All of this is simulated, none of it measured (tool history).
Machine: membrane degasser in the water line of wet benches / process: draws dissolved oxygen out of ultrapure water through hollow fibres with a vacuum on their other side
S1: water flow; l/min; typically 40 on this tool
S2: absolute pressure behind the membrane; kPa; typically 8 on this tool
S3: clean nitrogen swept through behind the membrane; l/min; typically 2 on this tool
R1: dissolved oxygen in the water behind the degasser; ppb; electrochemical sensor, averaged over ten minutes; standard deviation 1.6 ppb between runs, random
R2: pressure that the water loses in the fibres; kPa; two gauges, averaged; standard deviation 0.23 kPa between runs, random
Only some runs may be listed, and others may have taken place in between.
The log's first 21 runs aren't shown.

{"hour": 1353.3, "done": "vacuum gauge calibrated"}
{"run": 22, "hour": 1413.2, "S1": 40, "S2": 4.84, "S3": 2.96, "R1": 77, "R2": 58.1}
{"run": 23, "hour": 1456.1, "S1": 40, "S2": 4.84, "S3": 0.95, "R1": 170.5, "R2": 58.09}
{"run": 24, "hour": 1532.7, "S1": 40, "S2": 4.84, "S3": 0.95, "R1": 172.3, "R2": 57.81}
{"run": 25, "hour": 1631.4, "S1": 40, "S2": 4.84, "S3": 0.95, "R1": 172.8, "R2": 57.82}
{"run": 26, "hour": 1688.8, "S1": 27, "S2": 4.84, "S3": 0.95, "R1": 113.7, "R2": 38.91}
{"run": 27, "hour": 1736.8, "S1": 50, "S2": 8, "S3": 1.26, "R1": 434.2, "R2": 71.98}
{"run": 28, "hour": 1787.5, "S1": 50, "S2": 8, "S3": 1.26, "R1": 439.3, "R2": 72.31}
{"run": 29, "hour": 1841.5, "S1": 43, "S2": 16.27, "S3": 3.29, "R1": 410.3, "R2": 62.39}
{"hour": 1854.8, "done": "vacuum gauge calibrated, once more"}
{"run": 30, "hour": 1882.5, "S1": 48, "S2": 5.7, "S3": 3.46, "R1": 126.5, "R2": 69.37}
{"run": 31, "hour": 1964.4, "S1": 48, "S2": 14.31, "S3": 2.92, "R1": 444.4, "R2": 69.43}
{"run": 32, "hour": 2021.7, "S1": 48, "S2": 14.31, "S3": 2.92, "R1": 440.7, "R2": 69.54}
{"run": 33, "hour": 2062.1, "S1": 48, "S2": 14.31, "S3": 2.92, "R1": 436.5, "R2": 69.18}

3 options for the next run, each taken on its own from the tool as it stands now. Forecast them:
{"run": "A", "hour": 2122.4, "S1": 59, "S2": 8, "S3": 2, "R1": "?", "R2": "?"}
{"run": "B", "hour": 2122.4, "S1": 48, "S2": 10.15, "S3": 2.92, "R1": "?", "R2": "?"}
{"run": "C", "hour": 2122.4, "S1": 40, "S2": 8, "S3": 0.98, "R1": "?", "R2": "?"}

run=A R1=391.6 R2=86.16
run=B R1=298 R2=69.56
run=C R1=401.2 R2=57.98
Take away the tool's hidden state, keep each run's random variation, and the runs would have read:
run=A R1=378.4 R2=83.81
run=B R1=290.6 R2=67.65
run=C R1=396.3 R2=56.39

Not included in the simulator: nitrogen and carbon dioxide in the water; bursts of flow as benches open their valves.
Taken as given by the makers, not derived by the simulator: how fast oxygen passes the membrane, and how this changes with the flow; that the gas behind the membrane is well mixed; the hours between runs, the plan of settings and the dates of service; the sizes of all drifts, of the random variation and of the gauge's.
